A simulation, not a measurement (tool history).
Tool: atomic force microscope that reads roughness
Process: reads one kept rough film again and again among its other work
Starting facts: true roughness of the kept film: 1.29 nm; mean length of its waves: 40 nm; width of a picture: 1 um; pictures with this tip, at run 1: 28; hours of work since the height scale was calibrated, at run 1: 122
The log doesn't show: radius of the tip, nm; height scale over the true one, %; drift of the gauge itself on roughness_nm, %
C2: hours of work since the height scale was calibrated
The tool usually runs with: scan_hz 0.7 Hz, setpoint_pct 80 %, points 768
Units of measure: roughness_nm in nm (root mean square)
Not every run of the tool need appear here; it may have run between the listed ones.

{"run": 1, "day": 0.0, "scan_hz": 0.7, "setpoint_pct": 80, "points": 768, "pictures with this tip": 28, "C2": 122, "roughness_nm": 1.229}
{"run": 2, "day": 0.754, "scan_hz": 0.7, "setpoint_pct": 80, "points": 768, "pictures with this tip": 52, "C2": 131, "roughness_nm": 1.236}
{"run": 3, "day": 1.254, "scan_hz": 0.7, "setpoint_pct": 80, "points": 768, "pictures with this tip": 69, "C2": 136, "roughness_nm": 1.223}
{"run": 4, "day": 1.846, "scan_hz": 0.7, "setpoint_pct": 80, "points": 768, "pictures with this tip": 88, "C2": 142, "roughness_nm": 1.226}
{"run": 5, "day": 2.204, "scan_hz": 0.7, "setpoint_pct": 80, "points": 768, "pictures with this tip": 100, "C2": 146, "roughness_nm": 1.237}
{"run": 6, "day": 2.667, "scan_hz": 0.7, "setpoint_pct": 70, "points": 768, "pictures with this tip": 115, "C2": 151, "roughness_nm": 1.25}
{"day": 2.921, "done": "new tip fitted"}
{"run": 7, "day": 3.379, "scan_hz": 0.7, "setpoint_pct": 79, "points": 768, "pictures with this tip": 15, "C2": 159, "roughness_nm": 1.231}
{"run": 8, "day": 3.983, "scan_hz": 0.7, "setpoint_pct": 79, "points": 768, "pictures with this tip": 35, "C2": 165, "roughness_nm": 1.237}
{"run": 9, "day": 4.583, "scan_hz": 0.7, "setpoint_pct": 79, "points": 768, "pictures with this tip": 55, "C2": 172, "roughness_nm": 1.217}
{"run": 10, "day": 5.088, "scan_hz": 0.7, "setpoint_pct": 79, "points": 768, "pictures with this tip": 71, "C2": 177, "roughness_nm": 1.235}
{"run": 11, "day": 5.45, "scan_hz": 0.7, "setpoint_pct": 79, "points": 768, "pictures with this tip": 83, "C2": 181, "roughness_nm": 1.232}
{"run": 12, "day": 6.008, "scan_hz": 0.7, "setpoint_pct": 79, "points": 768, "pictures with this tip": 101, "C2": 187, "roughness_nm": 1.232}
{"run": 13, "day": 6.333, "scan_hz": 1.551, "setpoint_pct": 80, "points": 768, "pictures with this tip": 112, "C2": 191, "roughness_nm": 1.207}
{"day": 6.704, "done": "new tip fitted"}
{"run": 14, "day": 6.942, "scan_hz": 1.551, "setpoint_pct": 80, "points": 768, "pictures with this tip": 8, "C2": 197, "roughness_nm": 1.2}
{"run": 15, "day": 7.292, "scan_hz": 1.551, "setpoint_pct": 80, "points": 768, "pictures with this tip": 20, "C2": 201, "roughness_nm": 1.207}
{"run": 16, "day": 7.708, "scan_hz": 1.551, "setpoint_pct": 80, "points": 768, "pictures with this tip": 34, "C2": 206, "roughness_nm": 1.201}
{"run": 17, "day": 8.175, "scan_hz": 1.551, "setpoint_pct": 80, "points": 768, "pictures with this tip": 49, "C2": 211, "roughness_nm": 1.2}
{"run": 18, "day": 8.879, "scan_hz": 0.7, "setpoint_pct": 65, "points": 768, "pictures with this tip": 72, "C2": 218, "roughness_nm": 1.256}
{"run": 19, "day": 9.512, "scan_hz": 2.181, "setpoint_pct": 80, "points": 768, "pictures with this tip": 93, "C2": 225, "roughness_nm": 1.171}
{"run": 20, "day": 9.842, "scan_hz": 2.181, "setpoint_pct": 80, "points": 768, "pictures with this tip": 104, "C2": 229, "roughness_nm": 1.176}
{"day": 10.429, "done": "new tip fitted"}
{"run": 21, "day": 10.546, "scan_hz": 0.7, "setpoint_pct": 80, "points": 545, "pictures with this tip": 4, "C2": 236, "roughness_nm": 1.224}
{"run": 22, "day": 11.292, "scan_hz": 0.7, "setpoint_pct": 80, "points": 768, "pictures with this tip": 29, "C2": 244, "roughness_nm": 1.247}
{"run": 23, "day": 11.629, "scan_hz": 0.711, "setpoint_pct": 62, "points": 790, "pictures with this tip": 40, "C2": 248, "roughness_nm": 1.263}
{"run": 24, "day": 12.342, "scan_hz": 0.7, "setpoint_pct": 69, "points": 307, "pictures with this tip": 63, "C2": 256, "roughness_nm": 1.248}
{"run": 25, "day": 12.708, "scan_hz": 0.7, "setpoint_pct": 80, "points": 301, "pictures with this tip": 75, "C2": 260, "roughness_nm": 1.225}
{"run": 26, "day": 13.262, "scan_hz": 0.595, "setpoint_pct": 84, "points": 339, "pictures with this tip": 93, "C2": 266, "roughness_nm": 1.227}
{"run": 27, "day": 13.588, "scan_hz": 0.595, "setpoint_pct": 84, "points": 339, "pictures with this tip": 104, "C2": 269, "roughness_nm": 1.227}
{"run": 28, "day": 14.046, "scan_hz": 0.595, "setpoint_pct": 84, "points": 339, "pictures with this tip": 119, "C2": 274, "roughness_nm": 1.228}
{"day": 14.188, "done": "new tip fitted"}
{"run": 29, "day": 14.533, "scan_hz": 0.784, "setpoint_pct": 80, "points": 950, "pictures with this tip": 11, "C2": 279, "roughness_nm": 1.228}
{"run": 30, "day": 14.938, "scan_hz": 2.387, "setpoint_pct": 67, "points": 768, "pictures with this tip": 25, "C2": 284, "roughness_nm": 1.225}
{"run": 31, "day": 15.404, "scan_hz": 2.387, "setpoint_pct": 67, "points": 768, "pictures with this tip": 40, "C2": 289, "roughness_nm": 1.215}
{"run": 32, "day": 16.025, "scan_hz": 1.777, "setpoint_pct": 65, "points": 867, "pictures with this tip": 60, "C2": 295, "roughness_nm": 1.232}
{"run": 33, "day": 16.692, "scan_hz": 1.428, "setpoint_pct": 80, "points": 824, "pictures with this tip": 82, "C2": 303, "roughness_nm": 1.21}
{"run": 34, "day": 17.025, "scan_hz": 1.428, "setpoint_pct": 80, "points": 824, "pictures with this tip": 93, "C2": 306, "roughness_nm": 1.202}
{"run": 35, "day": 17.771, "scan_hz": 0.7, "setpoint_pct": 80, "points": 374, "pictures with this tip": 118, "C2": 314, "roughness_nm": 1.238}
{"day": 17.921, "done": "new tip fitted"}
{"run": 36, "day": 18.225, "scan_hz": 1.76, "setpoint_pct": 80, "points": 334, "pictures with this tip": 10, "C2": 319, "roughness_nm": 1.188}
{"run": 37, "day": 18.567, "scan_hz": 1.76, "setpoint_pct": 80, "points": 334, "pictures with this tip": 21, "C2": 323, "roughness_nm": 1.19}
{"run": 38, "day": 19.304, "scan_hz": 1.425, "setpoint_pct": 80, "points": 277, "pictures with this tip": 46, "C2": 331, "roughness_nm": 1.201}
{"run": 39, "day": 20.071, "scan_hz": 1.425, "setpoint_pct": 69, "points": 316, "pictures with this tip": 71, "C2": 339, "roughness_nm": 1.218}
{"run": 40, "day": 20.583, "scan_hz": 2.533, "setpoint_pct": 56, "points": 999, "pictures with this tip": 88, "C2": 345, "roughness_nm": 1.23}
{"run": 41, "day": 21.292, "scan_hz": 2.533, "setpoint_pct": 56, "points": 999, "pictures with this tip": 111, "C2": 352, "roughness_nm": 1.241}
{"day": 21.683, "done": "new tip fitted"}
{"run": 42, "day": 21.738, "scan_hz": 2.345, "setpoint_pct": 78, "points": 433, "pictures with this tip": 2, "C2": 357, "roughness_nm": 1.183}
{"run": 43, "day": 22.162, "scan_hz": 1.307, "setpoint_pct": 59, "points": 788, "pictures with this tip": 16, "C2": 362, "roughness_nm": 1.244}

Hidden state at the last listed run before each entry between runs and at the first one after, where it differs:
From run 6 to run 7: new tip fitted (day 2.921)
  radius of the tip, nm: 7.7 -> 7.1
From run 13 to run 14: new tip fitted (day 6.704)
  radius of the tip, nm: 7.7 -> 7.1
From run 20 to run 21: new tip fitted (day 10.429)
  radius of the tip, nm: 7.6 -> 7
From run 28 to run 29: new tip fitted (day 14.188)
  radius of the tip, nm: 7.7 -> 7.1
From run 35 to run 36: new tip fitted (day 17.921)
  radius of the tip, nm: 7.7 -> 7.1
From run 41 to run 42: new tip fitted (day 21.683)
  radius of the tip, nm: 7.6 -> 7
